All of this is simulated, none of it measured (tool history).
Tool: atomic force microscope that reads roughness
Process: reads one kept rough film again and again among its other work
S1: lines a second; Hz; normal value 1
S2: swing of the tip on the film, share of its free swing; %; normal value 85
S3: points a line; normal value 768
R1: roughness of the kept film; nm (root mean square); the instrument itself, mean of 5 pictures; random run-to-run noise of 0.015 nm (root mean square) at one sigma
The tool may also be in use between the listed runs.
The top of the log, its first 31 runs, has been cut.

run 32 day=13.471 | S1=2.13 S2=85 S3=406 | R1=2.982
run 33 day=13.979 | S1=2.97 S2=85 S3=406 | R1=2.693
run 34 day=14.508 | S1=2.97 S2=85 S3=406 | R1=2.603
run 35 day=14.85 | S1=0.7 S2=60 S3=587 | R1=3.355
run 36 day=15.192 | S1=0.59 S2=67 S3=393 | R1=3.274
run 37 day=15.762 | S1=1.52 S2=85 S3=327 | R1=2.753
run 38 day=16.125 | S1=1.33 S2=72 S3=680 | R1=3.027
run 39 day=16.654 | S1=1.33 S2=72 S3=680 | R1=2.905
run 40 day=17.225 | S1=1.33 S2=72 S3=680 | R1=2.868
-- day=17.467 new tip fitted
run 41 day=17.788 | S1=1.28 S2=72 S3=635 | R1=3.6
run 42 day=18.338 | S1=1.28 S2=72 S3=284 | R1=3.367
run 43 day=18.833 | S1=1.28 S2=72 S3=284 | R1=3.244
run 44 day=19.404 | S1=2.67 S2=65 S3=526 | R1=3.13
run 45 day=19.775 | S1=2.67 S2=65 S3=526 | R1=3.091
run 46 day=20.229 | S1=1.78 S2=85 S3=768 | R1=2.776
run 47 day=20.629 | S1=1.78 S2=85 S3=768 | R1=2.737

Consider 3 possible next runs. They are alternatives, not a sequence: every one starts from the tool as it was left by run 47. What does each give?
run A day=20.962 | S1=1.78 S2=85 S3=330 | R1=?
run B day=20.962 | S1=2.24 S2=85 S3=371 | R1=?
run C day=20.962 | S1=1 S2=57 S3=833 | R1=?

run=A R1=2.622
run=B R1=2.537
run=C R1=3.148
Stripped of hidden state, with their random variation kept, the same runs would have yielded:
run=A R1=3.232
run=B R1=3.126
run=C R1=3.879
